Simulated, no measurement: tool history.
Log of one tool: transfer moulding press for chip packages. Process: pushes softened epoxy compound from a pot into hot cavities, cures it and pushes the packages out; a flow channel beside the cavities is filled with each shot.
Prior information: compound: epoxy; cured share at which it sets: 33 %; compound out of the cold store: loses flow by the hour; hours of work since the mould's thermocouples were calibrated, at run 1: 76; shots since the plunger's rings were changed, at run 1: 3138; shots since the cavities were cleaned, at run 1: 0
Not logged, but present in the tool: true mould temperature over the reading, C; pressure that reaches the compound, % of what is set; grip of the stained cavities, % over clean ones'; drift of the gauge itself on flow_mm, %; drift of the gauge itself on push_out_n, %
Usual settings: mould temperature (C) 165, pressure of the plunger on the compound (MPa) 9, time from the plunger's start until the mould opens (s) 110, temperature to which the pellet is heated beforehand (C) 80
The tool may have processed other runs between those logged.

| run | hour | mould temperature (C) | pressure of the plunger on the compound (MPa) | time from the plunger's start until the mould opens (s) | temperature to which the pellet is heated beforehand (C) | hours of work since the mould's thermocouples were calibrated | shots since the plunger's rings were changed | shots since the cavities were cleaned | incoming compound's hours out of the cold store | length that the compound runs in the flow channel (mm) | greatest force on the pins that push the packages out (N) |
|---|---|---|---|---|---|---|---|---|---|---|---|
| 1 | 0 | 165 | 9 | 110 | 80 | 76 | 3138 | 0 | 36 | 597 | 425 |
| 2 | 46.3 | 165 | 9 | 110 | 80 | 101 | 3537 | 399 | 41 | 580 | 522 |
| 3 | 100.9 | 165 | 9 | 110 | 80 | 131 | 4007 | 869 | 34.8 | 597 | 614 |
|  | 114.2 | cavities cleaned with cleaning compound and waxed |
| 4 | 137.1 | 165 | 9 | 110 | 80 | 150 | 4307 | 198 | 16.1 | 650 | 524 |
|  | 143.9 | plunger's sealing rings changed |
| 5 | 174.8 | 165 | 9 | 110 | 80 | 169 | 266 | 501 | 31.6 | 640 | 571 |
| 6 | 222.1 | 165 | 9 | 110 | 80 | 195 | 674 | 909 | 14.9 | 683 | 647 |
|  | 230.8 | cavities cleaned with cleaning compound and waxed |
| 7 | 278.1 | 165 | 9 | 110 | 80 | 224 | 1143 | 407 | 22.5 | 654 | 561 |
| 8 | 332.5 | 165 | 9 | 110 | 80 | 254 | 1612 | 876 | 45.8 | 589 | 617 |
|  | 345.7 | cavities cleaned with cleaning compound and waxed |
| 9 | 367.2 | 165 | 9 | 110 | 80 | 272 | 1898 | 185 | 28 | 633 | 505 |
| 10 | 395.6 | 165 | 9 | 110 | 80 | 287 | 2143 | 430 | 45.5 | 581 | 520 |
| 11 | 448.5 | 165 | 9 | 131 | 80 | 316 | 2599 | 886 | 15.7 | 669 | 537 |
|  | 462.3 | cavities cleaned with cleaning compound and waxed |
| 12 | 495.6 | 162 | 9 | 110 | 80 | 340 | 2992 | 287 | 23.7 | 641 | 614 |
| 13 | 535 | 165 | 9 | 110 | 80 | 362 | 3331 | 626 | 21 | 641 | 596 |
|  | 575.5 | cavities cleaned with cleaning compound and waxed |
|  | 580.2 | mould's thermocouples calibrated |
| 14 | 591.7 | 165 | 9 | 110 | 80 | 6 | 3790 | 122 | 19.7 | 640 | 497 |
| 15 | 625.3 | 165 | 10.26 | 110 | 82 | 24 | 4079 | 411 | 26.4 | 661 | 572 |
|  | 655.9 | plunger's sealing rings changed |
| 16 | 678.7 | 167 | 7.45 | 100 | 88 | 52 | 196 | 850 | 33.4 | 571 | 634 |
|  | 693 | cavities cleaned with cleaning compound and waxed |
| 17 | 727 | 167 | 10.03 | 145 | 88 | 77 | 599 | 293 | 23.6 | 691 | 429 |
| 18 | 760.5 | 167 | 7.28 | 102 | 88 | 96 | 888 | 582 | 39.4 | 542 | 585 |
|  | 807.8 | cavities cleaned with cleaning compound and waxed |
| 19 | 814.2 | 167 | 7.28 | 102 | 88 | 124 | 1338 | 55 | 10.1 | 620 | 471 |
| 20 | 845.4 | 167 | 7.28 | 102 | 88 | 141 | 1607 | 324 | 47.3 | 518 | 518 |
| 21 | 894 | 159 | 9 | 90 | 78 | 167 | 2026 | 743 | 25.4 | 651 | 1350 |
|  | 921.9 | cavities cleaned with cleaning compound and waxed |
| 22 | 943.4 | 159 | 9 | 90 | 78 | 193 | 2438 | 185 | 23.3 | 654 | 1111 |
| 23 | 986.9 | 159 | 9 | 90 | 78 | 217 | 2813 | 560 | 31.3 | 627 | 1231 |
| 24 | 1022 | 171 | 9 | 110 | 80 | 236 | 3116 | 863 | 17.5 | 643 | 546 |
|  | 1037 | cavities cleaned with cleaning compound and waxed |
| 25 | 1056.1 | 171 | 9 | 110 | 80 | 253 | 3396 | 164 | 8.8 | 669 | 424 |
| 26 | 1102.8 | 171 | 9 | 110 | 80 | 279 | 3799 | 567 | 19.3 | 635 | 495 |
|  | 1151.8 | cavities cleaned with cleaning compound and waxed |
| 27 | 1152.7 | 171 | 9 | 110 | 80 | 305 | 4216 | 8 | 30.1 | 596 | 379 |
|  | 1166.4 | plunger's sealing rings changed |
| 28 | 1193.6 | 171 | 9 | 110 | 80 | 326 | 234 | 339 | 10 | 698 | 486 |

What if the next run were any one of these 4? Each begins from the tool's condition after run 28:
| A | 1248.2 | 172 | 9 | 98 | 82 | 355 | 704 | 809 | 39.8 | ? | ? |
| B | 1248.2 | 165 | 9 | 110 | 73 | 355 | 704 | 809 | 36.8 | ? | ? |
| C | 1248.2 | 162 | 8.6 | 126 | 80 | 355 | 704 | 809 | 45.7 | ? | ? |
| D | 1248.2 | 165 | 7.31 | 139 | 81 | 355 | 704 | 809 | 37.4 | ? | ? |

| run | length that the compound runs in the flow channel (mm) | greatest force on the pins that push the packages out (N) |
|---|---|---|
| A | 594 | 526 |
| B | 613 | 601 |
| C | 588 | 583 |
| D | 558 | 513 |
Without the tool's unlogged condition, the same runs would have read:
| run | length that the compound runs in the flow channel (mm) | greatest force on the pins that push the packages out (N) |
|---|---|---|
| A | 600 | 367 |
| B | 620 | 426 |
| C | 595 | 409 |
| D | 564 | 359 |
